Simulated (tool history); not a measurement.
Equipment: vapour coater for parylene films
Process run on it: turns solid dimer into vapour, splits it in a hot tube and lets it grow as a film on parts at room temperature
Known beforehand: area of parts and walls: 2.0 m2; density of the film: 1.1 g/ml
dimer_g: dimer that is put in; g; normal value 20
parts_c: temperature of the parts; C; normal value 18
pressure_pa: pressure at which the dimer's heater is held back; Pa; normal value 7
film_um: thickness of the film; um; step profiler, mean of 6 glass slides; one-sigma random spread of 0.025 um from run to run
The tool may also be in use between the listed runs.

Run 1, hour 0: usual settings. Result: film_um 4.91 um.
Run 2, hour 14: usual settings but dimer_g 30 g. Result: film_um 7.33 um.
Run 3, hour 29.3: usual settings but dimer_g 30 g. Result: film_um 7.35 um.
Run 4, hour 38.1: usual settings but dimer_g 30 g. Result: film_um 7.34 um.
At hour 51.7: trap's valve overhauled.
Run 5, hour 51.7: usual settings but dimer_g 30 g, parts_c 26 C. Result: film_um 6.04 um.
Run 6, hour 71: usual settings but dimer_g 30 g, parts_c 26 C. Result: film_um 6.02 um.
Run 7, hour 85.4: usual settings but dimer_g 30 g, parts_c 26 C. Result: film_um 6.04 um.
Run 8, hour 95.6: usual settings but dimer_g 30 g, parts_c 26 C. Result: film_um 6.04 um.
Run 9, hour 105: usual settings but dimer_g 30 g, parts_c 26 C. Result: film_um 5.98 um.
Run 10, hour 113.9: usual settings. Result: film_um 4.86 um.
Run 11, hour 127.4: usual settings. Result: film_um 4.88 um.
Run 12, hour 142.2: usual settings. Result: film_um 4.81 um.
Run 13, hour 155.6: usual settings. Result: film_um 4.81 um.

For run 14, what comes out?
Run 14, hour 163.7: usual settings but dimer_g 14 g, parts_c 25 C, pressure_pa 4.69 Pa. Result: film_um ?.

{"run 14": {"film_um": 2.96}}
Without the tool's hidden state the same run would have given film_um 2.99 um.

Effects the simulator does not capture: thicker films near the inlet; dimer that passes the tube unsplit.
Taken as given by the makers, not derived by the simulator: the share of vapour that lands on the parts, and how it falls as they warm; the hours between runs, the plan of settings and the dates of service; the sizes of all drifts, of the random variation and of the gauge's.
